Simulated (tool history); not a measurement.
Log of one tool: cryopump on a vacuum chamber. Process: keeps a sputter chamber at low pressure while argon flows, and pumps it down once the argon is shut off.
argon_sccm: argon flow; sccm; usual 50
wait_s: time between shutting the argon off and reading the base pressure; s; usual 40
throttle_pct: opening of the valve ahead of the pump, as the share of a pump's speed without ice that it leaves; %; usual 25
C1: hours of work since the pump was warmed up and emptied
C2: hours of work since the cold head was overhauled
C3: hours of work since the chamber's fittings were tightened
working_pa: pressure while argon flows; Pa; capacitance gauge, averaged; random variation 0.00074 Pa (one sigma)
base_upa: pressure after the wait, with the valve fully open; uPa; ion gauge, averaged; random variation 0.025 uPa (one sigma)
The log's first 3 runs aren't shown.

run 4 hour=72.0 | argon_sccm=50 wait_s=227 throttle_pct=25 | C1=171 C2=171 C3=696 | working_pa=0.1404 base_upa=0.71
run 5 hour=99.2 | argon_sccm=50 wait_s=227 throttle_pct=25 | C1=189 C2=189 C3=714 | working_pa=0.1406 base_upa=0.70
run 6 hour=129.2 | argon_sccm=50 wait_s=32 throttle_pct=25 | C1=210 C2=210 C3=734 | working_pa=0.1400 base_upa=1.59
run 7 hour=153.6 | argon_sccm=50 wait_s=40 throttle_pct=25 | C1=226 C2=226 C3=750 | working_pa=0.1408 base_upa=1.40
run 8 hour=174.1 | argon_sccm=50 wait_s=40 throttle_pct=25 | C1=240 C2=240 C3=764 | working_pa=0.1406 base_upa=1.49
run 9 hour=197.5 | argon_sccm=50 wait_s=40 throttle_pct=24 | C1=255 C2=255 C3=780 | working_pa=0.1466 base_upa=1.40
run 10 hour=217.5 | argon_sccm=50 wait_s=40 throttle_pct=53 | C1=269 C2=269 C3=793 | working_pa=0.0675 base_upa=1.44
run 11 hour=243.6 | argon_sccm=50 wait_s=40 throttle_pct=53 | C1=286 C2=286 C3=811 | working_pa=0.0686 base_upa=1.44
run 12 hour=268.6 | argon_sccm=50 wait_s=40 throttle_pct=53 | C1=303 C2=303 C3=827 | working_pa=0.0680 base_upa=1.49
run 13 hour=291.7 | argon_sccm=50 wait_s=40 throttle_pct=53 | C1=318 C2=318 C3=843 | working_pa=0.0702 base_upa=1.45
run 14 hour=322.2 | argon_sccm=50 wait_s=40 throttle_pct=25 | C1=339 C2=339 C3=863 | working_pa=0.1424 base_upa=1.49
run 15 hour=347.4 | argon_sccm=50 wait_s=40 throttle_pct=25 | C1=356 C2=356 C3=880 | working_pa=0.1437 base_upa=1.50
run 16 hour=376.2 | argon_sccm=50 wait_s=40 throttle_pct=25 | C1=375 C2=375 C3=899 | working_pa=0.1430 base_upa=1.58

Run 17 comes next. What will it give?
run 17 hour=392.2 | argon_sccm=50 wait_s=40 throttle_pct=25 | C1=386 C2=386 C3=910 | working_pa=? base_upa=?

working_pa: 0.1427 Pa
base_upa: 1.47 uPa
Without the tool's hidden state the same run would have given working_pa 0.1379 Pa, base_upa 0.90 uPa.
